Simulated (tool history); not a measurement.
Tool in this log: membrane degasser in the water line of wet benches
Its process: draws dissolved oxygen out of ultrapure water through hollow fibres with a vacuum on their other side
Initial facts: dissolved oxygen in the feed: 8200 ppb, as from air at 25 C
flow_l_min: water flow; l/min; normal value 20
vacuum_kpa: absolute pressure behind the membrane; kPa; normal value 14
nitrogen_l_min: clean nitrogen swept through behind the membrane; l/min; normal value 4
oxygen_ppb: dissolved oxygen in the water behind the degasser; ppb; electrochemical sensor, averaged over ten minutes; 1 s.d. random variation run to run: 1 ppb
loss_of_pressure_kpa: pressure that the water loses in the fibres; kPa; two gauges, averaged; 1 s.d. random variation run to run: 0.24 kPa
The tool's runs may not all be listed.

run,day,flow_l_min,vacuum_kpa,nitrogen_l_min,oxygen_ppb,loss_of_pressure_kpa
1,0,20,14,4,160.7,63.94
2,2.612,20,14,4,162.3,63.75
# day 3.279: vacuum gauge calibrated
3,4.933,20,14,9.49,86.3,63.76
4,8.083,20,14,9.49,88,63.58
5,11.179,20,14,4,160.9,63.87
6,12.854,20,14,4,159.7,63.51
7,15.004,12,14,4,82.1,38.31
8,18.108,17,14,4,125.2,53.74
9,20.738,17,14,4,125.8,54.21
10,23.225,20,14,2.1,264.8,63.81
11,26.175,20,14,6.68,109.3,63.14
12,28.971,20,14,4,160.8,63.57
13,30.571,20,14,4,160.8,63.77
14,32.867,20,14,4,159.4,63.67
15,35.854,20,14,4,159.8,63.44
16,37.588,20,14,4,160.7,64.01
17,39.117,27,26,4,431.2,85.53
18,41.754,17,16.1,4,146.8,53.81
19,44.225,17,16.1,6.33,100.7,54.21
20,46.446,25,16.1,1.75,466.5,79.43
21,48.329,20,25.8,8.18,164.9,63.46
22,51.075,21,12.5,6.96,106.3,66.1
23,54.217,25,9.4,4.5,150.2,78.89
24,57.458,25,9.4,4.5,149.4,79.21
25,58.867,15,14,1.68,231.2,47.08
26,62.021,31,32,9.65,341.5,98.64
27,63.938,14,29.7,3.05,291.8,44.47
28,65.804,31,14,7.19,239.3,98.76
29,67.162,12,14,6.1,55.5,38.26
30,70.304,15,25.7,5.93,148.2,47.81
31,71.712,15,25.7,5.93,148.6,48
32,74.129,15,25.7,2.85,286.3,47.49

4 ways to go on from here, each from the tool as it stands after run 32. What would each give?
A,76.317,20,25.7,6.44,?,?
B,76.317,20,14,2.95,?,?
C,76.317,15,23.4,2.85,?,?
D,76.317,15,21.9,1.98,?,?

run,oxygen_ppb,loss_of_pressure_kpa
A,199.8,63.52
B,202.6,63.86
C,259.8,47.39
D,337.6,47.49
Without the tool's hidden state the same runs would have given:
run,oxygen_ppb,loss_of_pressure_kpa
A,199.7,63.51
B,202.6,63.85
C,259.7,47.39
D,337.4,47.49
